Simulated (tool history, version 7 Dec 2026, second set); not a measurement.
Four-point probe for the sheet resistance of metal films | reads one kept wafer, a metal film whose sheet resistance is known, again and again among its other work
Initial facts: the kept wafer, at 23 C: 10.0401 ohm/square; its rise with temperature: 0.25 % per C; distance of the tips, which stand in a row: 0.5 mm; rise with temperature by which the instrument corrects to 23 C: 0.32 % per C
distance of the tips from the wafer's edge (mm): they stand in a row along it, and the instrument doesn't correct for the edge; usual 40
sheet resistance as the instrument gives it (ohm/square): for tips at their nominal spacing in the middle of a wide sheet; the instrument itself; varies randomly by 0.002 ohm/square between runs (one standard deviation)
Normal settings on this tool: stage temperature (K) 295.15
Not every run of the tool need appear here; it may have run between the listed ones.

| run | hour | stage temperature (K) | distance of the tips from the wafer's edge (mm) | sheet resistance as the instrument gives it (ohm/square) |
|---|---|---|---|---|
| 1 | 0 | 295.15 | 40 | 10.054282 |
| 2 | 57.4 | 295.15 | 24 | 10.052808 |
| 3 | 113.8 | 298.15 | 40 | 10.036326 |
| 4 | 170.3 | 295.15 | 46 | 10.055627 |
| 5 | 221.4 | 296.15 | 40 | 10.053583 |
| 6 | 279.3 | 296.15 | 40 | 10.051349 |
| 7 | 334.6 | 304.15 | 40 | 10.007597 |
| 8 | 370.8 | 298.15 | 40 | 10.040912 |
| 9 | 420.7 | 298.15 | 40 | 10.043832 |
| 10 | 446.3 | 298.15 | 40 | 10.042625 |
|  | 449.8 | stage's thermometer calibrated |
| 11 | 497 | 298.15 | 40 | 10.037763 |
| 12 | 544.7 | 295.15 | 11 | 10.073634 |
| 13 | 583 | 295.15 | 11 | 10.072448 |
| 14 | 634.2 | 295.15 | 11 | 10.0741 |
| 15 | 672.1 | 295.15 | 11 | 10.073225 |
| 16 | 727.4 | 295.15 | 11 | 10.075883 |
|  | 752.7 | stage's thermometer calibrated, once more |
| 17 | 752.7 | 295.15 | 11 | 10.096917 |
| 18 | 778.9 | 299.15 | 40 | 10.062239 |
| 19 | 826.1 | 306.15 | 40 | 10.019592 |
| 20 | 873.5 | 306.15 | 40 | 10.021988 |
| 21 | 925 | 306.15 | 40 | 10.018677 |
| 22 | 967.6 | 306.15 | 40 | 10.024578 |
| 23 | 1027.1 | 292.15 | 3 | 10.257489 |
| 24 | 1084.5 | 292.15 | 3 | 10.262766 |
| 25 | 1124.8 | 292.15 | 3 | 10.26051 |
| 26 | 1172.4 | 292.15 | 3 | 10.260356 |
| 27 | 1232 | 292.15 | 3 | 10.259937 |
| 28 | 1290 | 292.15 | 3 | 10.260057 |
| 29 | 1331.6 | 292.15 | 3 | 10.265317 |
| 30 | 1364.3 | 292.15 | 3 | 10.263712 |
| 31 | 1394.7 | 304.15 | 33 | 10.043297 |
| 32 | 1426.2 | 291.15 | 3 | 10.272609 |
| 33 | 1471.7 | 295.15 | 6 | 10.135338 |
| 34 | 1515.2 | 295.15 | 11 | 10.109009 |
| 35 | 1555.4 | 295.15 | 11 | 10.108446 |
| 36 | 1615.3 | 293.15 | 7 | 10.140154 |
| 37 | 1663.2 | 295.15 | 40 | 10.103006 |
| 38 | 1705.2 | 297.15 | 46 | 10.087517 |
| 39 | 1754.4 | 307.15 | 46 | 10.027771 |

Here are 4 independent what-if runs from the current tool condition. What would each one return?
| A | 1778.6 | 300.15 | 24 | ? |
| B | 1778.6 | 301.15 | 54 | ? |
| C | 1778.6 | 306.15 | 43 | ? |
| D | 1778.6 | 307.15 | 6 | ? |

| run | sheet resistance as the instrument gives it (ohm/square) |
|---|---|
| A | 10.071583 |
| B | 10.065825 |
| C | 10.03439 |
| D | 10.062628 |
With no hidden state in the tool, these same runs would have given:
| run | sheet resistance as the instrument gives it (ohm/square) |
|---|---|
| A | 10.01558 |
| B | 10.009842 |
| C | 9.978529 |
| D | 10.006616 |

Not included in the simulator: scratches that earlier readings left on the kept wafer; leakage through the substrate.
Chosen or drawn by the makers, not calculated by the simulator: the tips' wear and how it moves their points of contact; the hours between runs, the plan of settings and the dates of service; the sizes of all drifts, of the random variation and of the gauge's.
